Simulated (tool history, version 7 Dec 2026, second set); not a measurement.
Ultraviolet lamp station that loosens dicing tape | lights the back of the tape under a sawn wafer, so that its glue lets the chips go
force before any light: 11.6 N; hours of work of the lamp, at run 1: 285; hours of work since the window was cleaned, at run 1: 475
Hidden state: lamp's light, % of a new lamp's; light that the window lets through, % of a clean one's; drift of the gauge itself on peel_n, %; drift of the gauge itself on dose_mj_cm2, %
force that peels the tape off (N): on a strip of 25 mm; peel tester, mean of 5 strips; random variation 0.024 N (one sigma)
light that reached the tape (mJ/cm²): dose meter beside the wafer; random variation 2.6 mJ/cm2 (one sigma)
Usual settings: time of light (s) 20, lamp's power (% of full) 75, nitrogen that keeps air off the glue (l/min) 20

run	hour	time of light (s)	lamp's power (% of full)	nitrogen that keeps air off the glue (l/min)	hours of work of the lamp	hours of work since the window was cleaned	force that peels the tape off (N)	light that reached the tape (mJ/cm²)
1	0	20	75	20	285	475	1.84	268
2	25.4	20	75	20	296	486	1.935	263
3	38.1	20	75	20	301	491	1.846	268
4	52.3	20	75	8	307	497	2.78	263
5	74.6	20	75	8	316	506	2.817	261
6	97.2	20	75	8	325	515	2.785	259
7	117.2	20	75	20	334	523	2.005	256
# hour 122: window cleaned of glue's vapour
8	145.9	20	75	20	345	10	2.145	246
9	176.1	14	75	20	358	22	3.52	170
10	192.6	14	75	20	365	29	3.72	172
11	218.7	14	75	20	375	40	3.594	170
12	247.8	14	75	20	387	52	3.768	163
# hour 265.8: window cleaned of glue's vapour, once more
13	274.4	14	75	20	398	4	3.189	183
14	291.4	20	86	20	405	11	1.544	300
15	316.1	16	75	20	415	21	2.817	211
16	344.1	16	75	20	427	32	2.873	204
17	375.3	11	75	20	440	45	4.257	139
18	397.1	11	75	20	449	54	4.446	140
19	413.9	20	75	20	456	61	2.084	248
20	433.9	20	75	20	464	69	2.199	245
21	458.7	20	75	20	474	80	2.072	247
22	487.6	13	75	20	486	92	3.921	157
23	509.6	20	85	8	495	101	2.607	272
24	528.1	20	85	8	503	108	2.566	270
25	547.2	20	85	8	511	116	2.687	270
26	573.3	20	85	8	522	127	2.739	265
27	587.6	26	75	21	527	133	1.378	306
28	615.1	29	61	7	539	144	2.719	271
29	639.9	29	92	34	549	154	0.66	409
30	665.2	29	92	34	560	165	0.673	399
31	694.8	12	64	8	572	177	6.177	113
32	714.3	23	75	15	580	185	2.253	254
33	739.3	23	75	15	590	196	2.383	252
34	768.2	23	75	15	602	207	2.359	251
35	799.1	23	75	15	615	220	2.444	247
36	826.2	11	84	6	626	231	6.019	131
37	842.5	31	95	17	633	238	0.881	412
38	857	13	61	11	639	244	5.717	110
39	872.3	13	90	9	645	250	4.655	159
40	903.5	13	90	9	658	263	4.654	161
41	921.2	26	65	9	665	271	3.244	227
42	939.1	29	63	9	673	278	2.911	241
43	956.6	15	80	9	680	285	4.733	159

4 ways to go on from here, each from the tool as it stands after run 43. What would each give?
A	971.6	20	71	7	686	291	?	?
B	971.6	20	85	20	686	291	?	?
C	971.6	35	75	20	686	291	?	?
D	971.6	11	72	13	686	291	?	?

run	force that peels the tape off (N)	light that reached the tape (mJ/cm²)
A	4.296	189
B	2.445	226
C	1.145	346
D	5.971	105
Without the tool's hidden state the same runs would have given:
run	force that peels the tape off (N)	light that reached the tape (mJ/cm²)
A	2.119	327
B	0.878	391
C	0.341	602
D	3.697	182
